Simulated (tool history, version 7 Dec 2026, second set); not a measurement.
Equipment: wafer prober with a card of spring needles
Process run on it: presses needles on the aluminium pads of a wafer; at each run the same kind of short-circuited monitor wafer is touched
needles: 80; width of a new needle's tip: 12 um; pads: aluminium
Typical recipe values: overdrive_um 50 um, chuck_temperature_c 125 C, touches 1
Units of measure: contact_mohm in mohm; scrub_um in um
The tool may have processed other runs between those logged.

run	hour	overdrive_um	chuck_temperature_c	touches	contact_mohm	scrub_um
1	0	50	125	1	372	12.68
# hour 4.9: tips cleaned on abrasive film
2	7.2	50	125	1	470	12.63
3	17.2	50	125	1	445	12.57
# hour 18.2: tips cleaned on abrasive film
4	25.7	45	125	1	404	11.37
# hour 31.2: tips cleaned on abrasive film
5	35.2	45	125	1	346	11.29
6	41.3	45	125	1	429	11.3
# hour 44.5: tips cleaned on abrasive film
7	47	45	125	1	315	11.18
8	54	46	125	1	426	11.42
# hour 57.9: tips cleaned on abrasive film
9	60.8	46	125	1	328	11.61
# hour 68.8: tips cleaned on abrasive film, once more
10	71.3	50	125	1	314	12.27
11	77	50	125	1	385	12.63
# hour 81.8: tips cleaned on abrasive film
12	87.1	50	49	1	352	12.5
# hour 94.8: tips cleaned on abrasive film
13	96.9	50	125	2	278	12.42
# hour 100: height of the first contact set anew
14	104.4	50	125	2	314	13.56
# hour 108.6: tips cleaned on abrasive film
15	113.2	55	37	1	308	14.71
# hour 121.8: tips cleaned on abrasive film
16	122.1	55	37	1	239	14.76
17	131.5	64	40	2	280	17.2
# hour 135: tips cleaned on abrasive film
18	136.4	64	40	2	233	17.29
19	143.2	52	125	1	362	13.71
# hour 148.5: tips cleaned on abrasive film
20	150.6	62	125	2	252	16.55
21	160.7	62	125	2	300	16.41
# hour 162.1: tips cleaned on abrasive film
22	169.3	62	39	1	315	16.66
23	174.8	62	39	1	340	16.54
# hour 175.7: tips cleaned on abrasive film
24	181.2	36	53	2	354	9.57
# hour 189.2: tips cleaned on abrasive film
25	192.3	33	53	2	334	8.75
# hour 202.4: tips cleaned on abrasive film
26	202.4	36	53	2	229	9.47
27	208.6	50	30	1	349	13.43

Here are 3 independent what-if runs from the current tool condition. What would each one return?
# hour 216: tips cleaned on abrasive film
A	219.6	40	30	1	?	?
# hour 216: tips cleaned on abrasive film
B	219.6	50	117	2	?	?
# hour 216: tips cleaned on abrasive film
C	219.6	54	73	1	?	?

run	contact_mohm	scrub_um
A	365	10.44
B	291	13.14
C	307	14.35
What these runs would have given with no unlogged condition in the tool:
run	contact_mohm	scrub_um
A	211	10.67
B	234	13.37
C	219	14.58
